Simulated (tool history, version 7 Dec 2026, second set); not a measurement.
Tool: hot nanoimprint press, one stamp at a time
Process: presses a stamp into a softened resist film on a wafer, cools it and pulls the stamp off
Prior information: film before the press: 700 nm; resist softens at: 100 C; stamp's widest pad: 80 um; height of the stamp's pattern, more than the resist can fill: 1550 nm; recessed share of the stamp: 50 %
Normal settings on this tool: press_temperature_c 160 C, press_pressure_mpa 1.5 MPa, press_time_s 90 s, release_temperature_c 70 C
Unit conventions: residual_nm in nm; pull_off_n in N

run	hour	press_temperature_c	press_pressure_mpa	press_time_s	release_temperature_c	residual_nm	pull_off_n
1	0	160	1.5	90	70	374.3	239
# hour 8.3: stamp cleaned and given a new release coat
2	36.8	154	1.5	90	70	481.5	224
3	65.3	154	1.5	90	70	488.3	225
4	112.8	154	1.5	90	70	492.7	229
5	142.2	160	1.5	90	70	382	231
6	189.6	160	1.03	90	70	439.7	235
7	235.1	160	1.03	90	70	442.7	237
8	264.4	160	1.5	90	70	392.3	241
9	310.4	160	1.5	90	70	396.9	243
10	335.1	160	1.5	90	70	395.3	246
# hour 343.7: stamp cleaned and given a new release coat
# hour 370.1: plate thermocouple calibrated
11	370.4	160	1.84	83	70	353.5	220
12	391.5	160	1.45	77	70	397.7	221
13	424.4	155	1.53	121	57	426.2	268
14	453.7	160	2.07	66	59	372.2	264
15	485.4	160	2.07	66	59	375.5	267
16	529.8	160	2.07	66	59	378	269
17	579.1	160	1.97	49	70	423.3	235
18	622.3	160	1.97	49	70	430.6	238
19	664.2	160	1.97	49	70	431.8	242

5 options for the next run, each taken on its own from the tool as it stands now. Forecast them:
# hour 681.2: stamp cleaned and given a new release coat
A	718.8	160	1.21	49	70	?	?
# hour 681.2: stamp cleaned and given a new release coat
B	718.8	160	1.5	90	72	?	?
# hour 681.2: stamp cleaned and given a new release coat
C	718.8	148	1.97	49	70	?	?
# hour 681.2: stamp cleaned and given a new release coat
D	718.8	160	1.7	74	70	?	?
# hour 681.2: stamp cleaned and given a new release coat
E	718.8	160	1.97	111	70	?	?

run	residual_nm	pull_off_n
A	499.6	226
B	394.6	220
C	621.7	226
D	402.9	225
E	329.7	225
The same runs, with their run-to-run variation unchanged, on a tool lacking any hidden condition would have given:
run	residual_nm	pull_off_n
A	473.1	220
B	364.6	214
C	601.2	220
D	371.3	219
E	298.7	219

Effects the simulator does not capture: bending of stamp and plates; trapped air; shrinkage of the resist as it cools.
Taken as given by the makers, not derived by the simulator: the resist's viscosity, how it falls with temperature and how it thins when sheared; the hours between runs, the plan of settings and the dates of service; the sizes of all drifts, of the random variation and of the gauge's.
